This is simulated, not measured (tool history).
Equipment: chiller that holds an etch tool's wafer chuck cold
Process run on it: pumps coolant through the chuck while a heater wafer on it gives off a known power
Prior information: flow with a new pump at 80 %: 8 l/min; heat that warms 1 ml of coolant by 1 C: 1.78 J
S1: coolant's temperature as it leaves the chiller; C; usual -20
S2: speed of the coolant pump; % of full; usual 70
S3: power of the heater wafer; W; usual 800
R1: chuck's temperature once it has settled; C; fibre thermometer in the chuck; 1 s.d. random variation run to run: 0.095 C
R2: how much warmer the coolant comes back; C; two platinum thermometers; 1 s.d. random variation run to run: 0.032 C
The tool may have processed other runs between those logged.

run 1 hour=0 | S1=-20 S2=70 S3=800 | R1=-13.07 R2=3.87
run 2 hour=48.2 | S1=-20 S2=70 S3=800 | R1=-12.87 R2=3.91
run 3 hour=123.3 | S1=-20 S2=70 S3=800 | R1=-12.94 R2=3.79
run 4 hour=205.9 | S1=-20 S2=70 S3=1102 | R1=-10.35 R2=5.33
run 5 hour=273.5 | S1=-20 S2=70 S3=1102 | R1=-10.34 R2=5.29
run 6 hour=337 | S1=-20 S2=70 S3=1102 | R1=-10.19 R2=5.27
-- hour=406.7 chiller's thermometer calibrated
run 7 hour=418.6 | S1=-20 S2=88 S3=800 | R1=-13.87 R2=3.05
run 8 hour=485.2 | S1=-20 S2=98 S3=800 | R1=-14.29 R2=2.76
run 9 hour=573.2 | S1=-22 S2=98 S3=800 | R1=-16.24 R2=2.76
run 10 hour=612.7 | S1=-19 S2=70 S3=800 | R1=-11.68 R2=3.84
run 11 hour=682.9 | S1=-20 S2=70 S3=1046 | R1=-10.66 R2=5.02
run 12 hour=752.4 | S1=-20 S2=70 S3=1046 | R1=-10.48 R2=4.98
run 13 hour=801.2 | S1=-25 S2=70 S3=609 | R1=-19.48 R2=2.92
run 14 hour=858.8 | S1=-11 S2=70 S3=680 | R1=-4.82 R2=3.29
run 15 hour=908.9 | S1=-11 S2=70 S3=680 | R1=-4.64 R2=3.23
run 16 hour=992.5 | S1=-11 S2=98 S3=876 | R1=-4.67 R2=2.97
run 17 hour=1066 | S1=-11 S2=73 S3=876 | R1=-3.13 R2=3.98
run 18 hour=1151.9 | S1=-28 S2=99 S3=823 | R1=-22.01 R2=2.77
-- hour=1169.4 coolant changed, channels flushed
-- hour=1177 gauge calibrated
run 19 hour=1204.2 | S1=-17 S2=93 S3=643 | R1=-12.42 R2=2.3
run 20 hour=1278.7 | S1=-24 S2=73 S3=800 | R1=-17.06 R2=3.73
run 21 hour=1362.6 | S1=-17 S2=70 S3=800 | R1=-9.97 R2=3.85

For run 22, what comes out?
run 22 hour=1411.3 | S1=-17 S2=93 S3=491 | R1=? R2=?

Run 22 came out at R1 -13.44 C, R2 1.81 C.
Take away the tool's hidden state, keep the run-to-run variation as it was, and the same run would have given R1 -13.54 C, R2 1.81 C.
